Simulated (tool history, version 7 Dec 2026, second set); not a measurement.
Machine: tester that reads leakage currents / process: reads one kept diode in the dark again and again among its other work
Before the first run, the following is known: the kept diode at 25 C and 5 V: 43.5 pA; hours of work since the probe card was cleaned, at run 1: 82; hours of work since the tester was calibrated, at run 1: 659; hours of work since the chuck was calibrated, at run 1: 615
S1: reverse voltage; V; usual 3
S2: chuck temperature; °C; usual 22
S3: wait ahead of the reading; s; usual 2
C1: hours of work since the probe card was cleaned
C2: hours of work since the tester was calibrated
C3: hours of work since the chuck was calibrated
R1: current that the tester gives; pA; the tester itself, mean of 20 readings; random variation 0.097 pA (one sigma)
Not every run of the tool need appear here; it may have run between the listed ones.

run,hour,S1,S2,S3,C1,C2,C3,R1
1,0,3,22,2,82,659,615,24.74
2,30.8,3,22,2,104,681,637,24.78
3,57.9,3,22,2,124,700,656,24.68
4,78.2,1.04,22,2,138,715,671,15.81
5,99.1,3,22,2,153,730,686,24.75
6,120.1,3,33,2,168,745,701,63.78
7,148.3,4.5,22,2,189,765,721,29.1
8,175.2,4.5,22,2,208,784,740,29.17
9,206.4,3,22,0.42,230,807,762,26.33
10,240.7,3,22,2,255,831,787,24.41
11,267,3,22,2,274,850,806,24.28
12,294.6,3,22,2,293,870,826,24.27
# hour 334.6: chuck's temperature calibrated
13,334.6,3,22,5.03,321,897,0,27.52
14,356,3,22,5.03,336,912,15,27.48
15,374.2,3,22,5.03,349,925,28,27.33
16,397.9,3,53,3.16,366,942,45,338.11
17,434.3,4.39,50,6.62,392,968,71,315.96
18,470.3,6.15,22,2,418,994,97,37.6
# hour 474: tester calibrated
19,492.4,6.27,26,2,432,13,112,52.83
20,530,7.44,28,2,459,40,139,67.36
# hour 548.5: tester calibrated, once more
21,549.7,7.44,28,2,472,1,151,67.84
22,583.7,9.47,22,1.49,496,25,176,46.38
23,617.4,5.59,40,2,520,49,200,158.95
24,647,3,41,7.18,542,71,221,131.4
25,674.8,7.34,22,2.31,562,91,241,40.46

Predict each of these 3 candidate next runs independently; none follows another, all start after run 25:
A,708.1,3,42,2,585,114,265,?
B,708.1,16.69,44,7.01,585,114,265,?
C,708.1,1.14,22,0.99,585,114,265,?

run,R1
A,142.29
B,334.7
C,18.06
What these runs would have given with no unlogged condition in the tool:
run,R1
A,148.46
B,345.53
C,18.68
